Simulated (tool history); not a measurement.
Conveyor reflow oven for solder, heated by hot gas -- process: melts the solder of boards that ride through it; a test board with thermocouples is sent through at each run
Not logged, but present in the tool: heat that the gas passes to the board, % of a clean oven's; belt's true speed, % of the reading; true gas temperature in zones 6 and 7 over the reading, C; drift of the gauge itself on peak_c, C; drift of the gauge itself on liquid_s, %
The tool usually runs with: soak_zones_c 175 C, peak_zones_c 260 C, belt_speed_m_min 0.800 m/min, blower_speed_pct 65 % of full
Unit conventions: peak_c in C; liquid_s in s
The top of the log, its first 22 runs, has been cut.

run	hour	soak_zones_c	peak_zones_c	belt_speed_m_min	blower_speed_pct	hours of work since the flux was cleaned out	hours of work since the belt drive was overhauled	hours of work since the thermocouples were changed	peak_c	liquid_s
23	163.4	175	258	0.770	85	22	221	330	244.43	42.38
24	170.6	185	257	0.770	85	25	224	333	245.11	46.50
25	179.0	185	257	0.770	85	29	228	337	245.05	46.57
26	183.5	175	260	0.900	65	31	230	339	234.65	25.86
27	193.0	175	260	0.883	57	35	234	344	231.75	22.52
28	202.3	177	267	0.807	83	40	239	348	250.56	44.33
29	209.6	171	267	0.800	69	43	242	351	245.34	38.58
30	215.0	171	267	0.800	69	45	244	354	245.29	38.60

Forecast each of these 3 alternatives for the next run:
A	221.7	171	249	0.800	69	49	247	357	?	?
B	221.7	173	267	0.736	69	49	247	357	?	?
C	221.7	171	267	0.665	69	49	247	357	?	?

run	peak_c	liquid_s
A	230.64	25.01
B	248.66	45.80
C	251.56	52.96
Had the tool no hidden state, the same runs would have come out as:
run	peak_c	liquid_s
A	231.20	25.62
B	249.24	46.00
C	252.13	53.12

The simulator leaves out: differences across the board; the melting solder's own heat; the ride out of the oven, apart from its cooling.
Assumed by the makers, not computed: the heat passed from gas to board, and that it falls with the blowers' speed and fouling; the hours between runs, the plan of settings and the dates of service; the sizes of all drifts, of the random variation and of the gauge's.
